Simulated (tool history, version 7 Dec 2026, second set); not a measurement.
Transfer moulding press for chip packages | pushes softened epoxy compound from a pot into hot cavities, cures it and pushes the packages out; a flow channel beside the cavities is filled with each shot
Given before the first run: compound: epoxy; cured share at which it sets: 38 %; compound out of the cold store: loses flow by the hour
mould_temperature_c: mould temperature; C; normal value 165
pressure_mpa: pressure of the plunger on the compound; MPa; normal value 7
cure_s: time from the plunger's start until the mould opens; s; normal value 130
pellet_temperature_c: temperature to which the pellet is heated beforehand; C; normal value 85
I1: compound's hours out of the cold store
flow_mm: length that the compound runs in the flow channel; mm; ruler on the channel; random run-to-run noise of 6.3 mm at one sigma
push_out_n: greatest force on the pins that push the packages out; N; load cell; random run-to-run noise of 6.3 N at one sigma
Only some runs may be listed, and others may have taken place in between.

run 1 hour=0 | mould_temperature_c=165 pressure_mpa=7 cure_s=130 pellet_temperature_c=85 | I1=16.1 | flow_mm=658 push_out_n=343
run 2 hour=66.1 | mould_temperature_c=165 pressure_mpa=7 cure_s=130 pellet_temperature_c=82 | I1=42.6 | flow_mm=612 push_out_n=460
-- hour=85.4 cavities cleaned with cleaning compound and waxed
run 3 hour=118.5 | mould_temperature_c=165 pressure_mpa=7 cure_s=130 pellet_temperature_c=82 | I1=37.4 | flow_mm=616 push_out_n=349
-- hour=194.5 cavities cleaned with cleaning compound and waxed
run 4 hour=195.9 | mould_temperature_c=165 pressure_mpa=7 cure_s=130 pellet_temperature_c=82 | I1=40 | flow_mm=596 push_out_n=243
run 5 hour=250.9 | mould_temperature_c=165 pressure_mpa=7 cure_s=130 pellet_temperature_c=85 | I1=40.5 | flow_mm=592 push_out_n=414
-- hour=302.5 cavities cleaned with cleaning compound and waxed
run 6 hour=323.7 | mould_temperature_c=165 pressure_mpa=7 cure_s=130 pellet_temperature_c=85 | I1=28 | flow_mm=610 push_out_n=299
run 7 hour=405.7 | mould_temperature_c=165 pressure_mpa=7 cure_s=130 pellet_temperature_c=85 | I1=18.4 | flow_mm=613 push_out_n=471
-- hour=415.2 cavities cleaned with cleaning compound and waxed
-- hour=425.6 plunger's sealing rings changed
run 8 hour=482 | mould_temperature_c=165 pressure_mpa=7 cure_s=130 pellet_temperature_c=85 | I1=34.4 | flow_mm=649 push_out_n=411
-- hour=528.8 cavities cleaned with cleaning compound and waxed
run 9 hour=534.7 | mould_temperature_c=165 pressure_mpa=7 cure_s=130 pellet_temperature_c=84 | I1=29.3 | flow_mm=660 push_out_n=250
run 10 hour=605.3 | mould_temperature_c=165 pressure_mpa=7 cure_s=130 pellet_temperature_c=84 | I1=26.3 | flow_mm=654 push_out_n=429
-- hour=634.8 cavities cleaned with cleaning compound and waxed
run 11 hour=660.8 | mould_temperature_c=165 pressure_mpa=6.41 cure_s=130 pellet_temperature_c=85 | I1=38.3 | flow_mm=607 push_out_n=318
run 12 hour=703 | mould_temperature_c=165 pressure_mpa=6.41 cure_s=161 pellet_temperature_c=85 | I1=11.7 | flow_mm=638 push_out_n=404
-- hour=745.6 cavities cleaned with cleaning compound and waxed
run 13 hour=746.5 | mould_temperature_c=165 pressure_mpa=7.68 cure_s=130 pellet_temperature_c=85 | I1=42 | flow_mm=639 push_out_n=237
run 14 hour=803.3 | mould_temperature_c=165 pressure_mpa=7.68 cure_s=130 pellet_temperature_c=85 | I1=40.1 | flow_mm=646 push_out_n=402
-- hour=851.6 cavities cleaned with cleaning compound and waxed
run 15 hour=851.6 | mould_temperature_c=163 pressure_mpa=8.8 cure_s=116 pellet_temperature_c=85 | I1=35 | flow_mm=713 push_out_n=288
run 16 hour=912.8 | mould_temperature_c=165 pressure_mpa=8.35 cure_s=119 pellet_temperature_c=85 | I1=31.5 | flow_mm=685 push_out_n=428
run 17 hour=955.1 | mould_temperature_c=165 pressure_mpa=6.35 cure_s=130 pellet_temperature_c=85 | I1=44.4 | flow_mm=577 push_out_n=477
-- hour=963.6 cavities cleaned with cleaning compound and waxed
run 18 hour=1013.5 | mould_temperature_c=171 pressure_mpa=6.24 cure_s=162 pellet_temperature_c=90 | I1=21.6 | flow_mm=563 push_out_n=354
run 19 hour=1066.7 | mould_temperature_c=173 pressure_mpa=5.96 cure_s=130 pellet_temperature_c=85 | I1=20.8 | flow_mm=546 push_out_n=424
-- hour=1072.2 cavities cleaned with cleaning compound and waxed
run 20 hour=1150.1 | mould_temperature_c=168 pressure_mpa=8.4 cure_s=111 pellet_temperature_c=75 | I1=28.1 | flow_mm=656 push_out_n=445
-- hour=1183.3 cavities cleaned with cleaning compound and waxed
-- hour=1210.6 mould's thermocouples calibrated
run 21 hour=1230.4 | mould_temperature_c=172 pressure_mpa=7 cure_s=117 pellet_temperature_c=85 | I1=13.4 | flow_mm=596 push_out_n=348
-- hour=1251.5 plunger's sealing rings changed
run 22 hour=1283.5 | mould_temperature_c=162 pressure_mpa=5.35 cure_s=156 pellet_temperature_c=79 | I1=27.3 | flow_mm=599 push_out_n=441
-- hour=1297.5 cavities cleaned with cleaning compound and waxed
run 23 hour=1339.8 | mould_temperature_c=171 pressure_mpa=5.56 cure_s=130 pellet_temperature_c=76 | I1=27.6 | flow_mm=566 push_out_n=348
run 24 hour=1398.2 | mould_temperature_c=166 pressure_mpa=7.36 cure_s=158 pellet_temperature_c=88 | I1=16.6 | flow_mm=686 push_out_n=426
-- hour=1406.6 cavities cleaned with cleaning compound and waxed
run 25 hour=1450.2 | mould_temperature_c=166 pressure_mpa=7.36 cure_s=158 pellet_temperature_c=88 | I1=26.7 | flow_mm=667 push_out_n=339
run 26 hour=1507.1 | mould_temperature_c=166 pressure_mpa=7.36 cure_s=158 pellet_temperature_c=88 | I1=24.5 | flow_mm=665 push_out_n=422
-- hour=1516.9 cavities cleaned with cleaning compound and waxed
run 27 hour=1577.9 | mould_temperature_c=172 pressure_mpa=8.65 cure_s=130 pellet_temperature_c=85 | I1=40.3 | flow_mm=659 push_out_n=398

Alternative continuations, all from the tool just after run 27; predict every row:
-- hour=1625.5 cavities cleaned with cleaning compound and waxed
run A hour=1631.8 | mould_temperature_c=170 pressure_mpa=7 cure_s=120 pellet_temperature_c=85 | I1=21.2 | flow_mm=? push_out_n=?
-- hour=1625.5 cavities cleaned with cleaning compound and waxed
run B hour=1631.8 | mould_temperature_c=163 pressure_mpa=8.65 cure_s=141 pellet_temperature_c=81 | I1=14.9 | flow_mm=? push_out_n=?
-- hour=1625.5 cavities cleaned with cleaning compound and waxed
run C hour=1631.8 | mould_temperature_c=165 pressure_mpa=7 cure_s=130 pellet_temperature_c=85 | I1=40.9 | flow_mm=? push_out_n=?

run=A flow_mm=629 push_out_n=247
run=B flow_mm=742 push_out_n=259
run=C flow_mm=617 push_out_n=267
Take away the tool's hidden state, keep each run's random variation, and the runs would have read:
run=A flow_mm=664 push_out_n=222
run=B flow_mm=783 push_out_n=236
run=C flow_mm=651 push_out_n=242
